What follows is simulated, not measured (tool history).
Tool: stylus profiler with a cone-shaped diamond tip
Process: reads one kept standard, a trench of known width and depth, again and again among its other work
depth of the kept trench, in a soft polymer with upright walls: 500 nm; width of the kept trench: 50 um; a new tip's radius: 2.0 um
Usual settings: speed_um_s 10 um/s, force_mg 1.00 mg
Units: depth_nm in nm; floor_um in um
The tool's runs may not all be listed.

run,hour,speed_um_s,force_mg,depth_nm,floor_um
1,0.0,10,1.00,502.71,47.24
2,42.7,10,1.00,502.75,47.29
3,92.7,6,1.00,502.41,47.29
4,134.0,10,0.85,502.39,47.19
5,163.7,10,0.85,502.39,47.24
6,196.0,10,1.00,502.55,47.24
7,245.3,10,1.00,502.60,47.30
8,286.3,10,1.66,504.01,47.33
9,319.6,10,1.66,503.95,47.28
10,360.0,10,1.00,502.84,47.26
11,408.6,10,1.00,502.44,47.30

Run 12 comes next. What will it give?
12,460.9,13,1.00,?,?

Run 12 gave depth_nm 502.64 nm, floor_um 47.21 um.
Without the tool's hidden state the same run would have given depth_nm 502.65 nm, floor_um 47.23 um.
